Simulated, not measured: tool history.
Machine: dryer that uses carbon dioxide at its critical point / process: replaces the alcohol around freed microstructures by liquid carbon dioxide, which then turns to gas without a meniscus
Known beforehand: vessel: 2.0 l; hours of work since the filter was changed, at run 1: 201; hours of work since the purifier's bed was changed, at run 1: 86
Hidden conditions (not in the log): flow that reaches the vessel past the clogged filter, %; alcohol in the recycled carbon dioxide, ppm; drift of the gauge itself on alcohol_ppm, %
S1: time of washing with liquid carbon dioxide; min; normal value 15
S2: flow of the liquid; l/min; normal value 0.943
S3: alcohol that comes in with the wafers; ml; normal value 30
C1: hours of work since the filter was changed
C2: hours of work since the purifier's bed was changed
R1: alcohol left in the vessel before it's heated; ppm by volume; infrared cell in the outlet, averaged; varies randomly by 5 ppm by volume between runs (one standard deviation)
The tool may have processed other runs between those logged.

run	day	S1	S2	S3	C1	C2	R1
1	0	15	0.943	30	201	86	71
2	0.362	15	0.943	30	207	92	85
3	0.608	15	0.943	30	211	96	70
4	0.933	15	1.4	30	216	101	37
5	1.212	15	0.943	30	221	105	76
6	1.692	9	0.943	30	229	113	514
7	2.25	22	0.943	30	238	123	43
8	2.796	22	0.943	30	247	132	37
9	3.233	17	0.943	86	254	139	108
10	3.596	22	0.618	30	260	145	108
11	3.971	9	1.387	57	266	151	231
12	4.371	15	1.003	39	273	157	90
13	4.604	15	1.284	84	276	161	73
14	5.162	20	1.561	34	286	170	57
15	5.45	10	0.943	30	290	175	383

Below, some changes in R1 between adjacent runs. For each, the amount present without the hidden state too (settings, incoming material, random variation) and the amount remaining for the hidden state with gauge scatter not shared by both compared results:
Run 6 -> 7: S1 9 -> 22. R1 -471 ppm by volume: hidden state -86, all else -385.
Run 14 -> 15: S1 20 -> 10, S2 1.561 -> 0.943, S3 34 -> 30. R1 +326 ppm by volume: hidden state +90, all else +236.

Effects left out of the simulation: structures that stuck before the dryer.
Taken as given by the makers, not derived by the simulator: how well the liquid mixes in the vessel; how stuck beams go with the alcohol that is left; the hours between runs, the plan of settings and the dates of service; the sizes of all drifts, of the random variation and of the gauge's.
